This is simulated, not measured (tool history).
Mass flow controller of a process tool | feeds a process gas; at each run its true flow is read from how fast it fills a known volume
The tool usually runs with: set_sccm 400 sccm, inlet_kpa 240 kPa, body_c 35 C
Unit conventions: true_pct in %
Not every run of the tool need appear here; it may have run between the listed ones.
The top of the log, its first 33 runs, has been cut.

run,day,set_sccm,inlet_kpa,body_c,hours of work since the controller was set to zero,hours of work since the controller was changed,true_pct
34,88.308,135,267,29,1643,1643,100.71
35,91.162,321,220,24,1671,1671,100.21
36,93.133,400,220,21,1690,1690,100.11
37,96.379,433,165,35,1722,1722,100.58
38,99.738,104,188,21,1755,1755,99.57
39,101.717,400,177,22,1774,1774,100.11
40,104.612,400,177,22,1803,1803,100.12
41,106.104,338,161,25,1817,1817,100.00
# day 107.204: gauge calibrated
42,109.658,338,161,25,1852,1852,99.52
43,112.208,58,240,32,1877,1877,100.19

4 ways to go on from here, each from the tool as it stands after run 43. What would each give?
A,115.633,190,276,24,1911,1911,?
B,115.633,196,277,32,1911,1911,?
C,115.633,231,219,24,1911,1911,?
D,115.633,252,277,23,1911,1911,?

run,true_pct
A,100.36
B,100.84
C,99.99
D,100.27
The same runs, with their run-to-run variation unchanged, on a tool lacking any hidden condition would have given:
run,true_pct
A,100.23
B,100.71
C,99.86
D,100.15

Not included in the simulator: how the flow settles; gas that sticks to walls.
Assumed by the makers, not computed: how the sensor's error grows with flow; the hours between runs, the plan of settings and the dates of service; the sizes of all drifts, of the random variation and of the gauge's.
